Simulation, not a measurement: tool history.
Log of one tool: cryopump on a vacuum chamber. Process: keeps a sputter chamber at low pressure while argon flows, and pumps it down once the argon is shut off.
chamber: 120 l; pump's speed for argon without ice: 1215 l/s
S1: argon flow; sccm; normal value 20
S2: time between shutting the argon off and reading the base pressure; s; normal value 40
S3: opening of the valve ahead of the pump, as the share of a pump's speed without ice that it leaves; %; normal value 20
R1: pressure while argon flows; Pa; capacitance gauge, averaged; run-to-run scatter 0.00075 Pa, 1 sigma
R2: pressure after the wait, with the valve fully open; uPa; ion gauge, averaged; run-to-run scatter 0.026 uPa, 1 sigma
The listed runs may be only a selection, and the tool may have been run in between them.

| run | day | S1 | S2 | S3 | R1 | R2 |
|---|---|---|---|---|---|---|
| 1 | 0.000 | 20 | 40 | 20 | 0.1470 | 3.28 |
| 2 | 0.762 | 35 | 40 | 20 | 0.2566 | 3.19 |
| 3 | 1.679 | 35 | 40 | 20 | 0.2550 | 3.44 |
| 4 | 2.258 | 20 | 40 | 20 | 0.1462 | 3.45 |
| 5 | 3.079 | 9 | 40 | 20 | 0.0676 | 3.36 |
| 6 | 3.667 | 25 | 195 | 16 | 0.2277 | 2.73 |
| 7 | 4.496 | 25 | 195 | 16 | 0.2277 | 2.73 |
| 8 | 4.908 | 14 | 91 | 16 | 0.1275 | 3.01 |
| 9 | 5.521 | 14 | 91 | 16 | 0.1281 | 3.05 |
| 10 | 6.225 | 14 | 79 | 49 | 0.0462 | 3.11 |

Branching from run 10: 4 alternative next runs. What would each branch give?
| A | 7.021 | 20 | 91 | 55 | ? | ? |
| B | 7.021 | 21 | 40 | 34 | ? | ? |
| C | 7.021 | 36 | 40 | 20 | ? | ? |
| D | 7.021 | 13 | 40 | 17 | ? | ? |

| run | R1 | R2 |
|---|---|---|
| A | 0.0612 | 3.03 |
| B | 0.0951 | 3.57 |
| C | 0.2685 | 3.60 |
| D | 0.1118 | 3.67 |
What these runs would have given with no unlogged condition in the tool:
| run | R1 | R2 |
|---|---|---|
| A | 0.0514 | 0.62 |
| B | 0.0850 | 1.15 |
| C | 0.2510 | 1.16 |
| D | 0.1055 | 1.17 |
